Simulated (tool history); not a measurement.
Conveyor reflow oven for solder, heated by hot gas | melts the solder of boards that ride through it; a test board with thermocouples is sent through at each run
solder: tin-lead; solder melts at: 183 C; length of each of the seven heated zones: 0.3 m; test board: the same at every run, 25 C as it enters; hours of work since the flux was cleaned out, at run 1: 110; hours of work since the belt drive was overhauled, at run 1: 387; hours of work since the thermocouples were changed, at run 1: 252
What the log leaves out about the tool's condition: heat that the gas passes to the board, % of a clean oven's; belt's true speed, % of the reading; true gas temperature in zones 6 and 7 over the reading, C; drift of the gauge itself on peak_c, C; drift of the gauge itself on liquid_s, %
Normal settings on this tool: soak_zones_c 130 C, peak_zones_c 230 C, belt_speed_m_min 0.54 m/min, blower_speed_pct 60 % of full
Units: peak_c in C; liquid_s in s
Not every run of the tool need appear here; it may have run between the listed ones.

run   hour  soak_zones_c  peak_zones_c  belt_speed_m_min  blower_speed_pct  hours of work since the flux was cleaned out  hours of work since the belt drive was overhauled  hours of work since the thermocouples were changed  peak_c  liquid_s
  1      0           130           230              0.54                60                                           110                                                387                                                 252   208.8      40.4
  2    9.9           130           230             0.449                60                                           116                                                392                                                 258   214.8      57.1
  3   27.7           130           230             0.449                60                                           125                                                402                                                 268   215.4      56.4
  4   44.8           130           230             0.449                60                                           135                                                412                                                 277   215.5      56.4
  5   60.7           130           222              0.54                60                                           144                                                420                                                 286   202.1      33.4
  6   72.2           130           222              0.54                60                                           150                                                427                                                 292   202.3      33.5
  7   91.7           130           222              0.54                60                                           161                                                437                                                 303   200.8      33.6
  8  108.6           130           222              0.54                60                                           170                                                447                                                 312   200.8      33.6
  9  127.8           130           222              0.54                60                                           181                                                457                                                 323   201.5        32
 10  138.8           130           222              0.54                60                                           187                                                464                                                 329   201.5      33.1
 11  157.4           130           222             0.618                60                                           197                                                474                                                 339   196.2      22.6
 12  172.7           130           222             0.618                60                                           206                                                482                                                 348   195.4      22.7
 13  181.6           130           234             0.618                60                                           210                                                487                                                 353   205.3      31.1
     190.7  -- flux residue cleaned out of gas plates and filters
 14  200.7           130           234             0.618                60                                             6                                                495                                                 360   207.1      34.1
 15  211.9           130           219             0.474                66                                            12                                                501                                                 367   205.2      45.2
 16  225.4           130           235             0.474                60                                            19                                                509                                                 374   217.7      54.8
 17  237.4           130           244              0.63                65                                            26                                                515                                                 381   214.6      39.2
 18  256.2           119           230              0.54                76                                            36                                                526                                                 391   210.9      39.7
 19  273.8           119           228              0.54                77                                            46                                                535                                                 401   208.2      37.9
 20  289.6           125           228             0.518                70                                            55                                                544                                                 410   209.1      42.6
 21  303.5           129           223             0.484                58                                            62                                                552                                                 417   205.7      43.4
 22  318.3           129           223             0.484                58                                            71                                                560                                                 425   205.6      43.9
 23  334.2           139           233             0.584                62                                            79                                                569                                                 434   210.7      40.8
 24  348.9           139           244             0.555                55                                            87                                                577                                                 442   219.7      49.6
 25  363.4           130           230              0.54                65                                            95                                                585                                                 450   209.3      42.9

Estimate the outcome of run 26 from the log above:
 26  375.7           130           230             0.493                65                                           102                                                592                                                 457       ?         ?

{"run 26": {"peak_c": 213.4, "liquid_s": 49.4}}
Minus the tool's unlogged condition, the same run would have read peak_c 215.3 C, liquid_s 50.7 s.
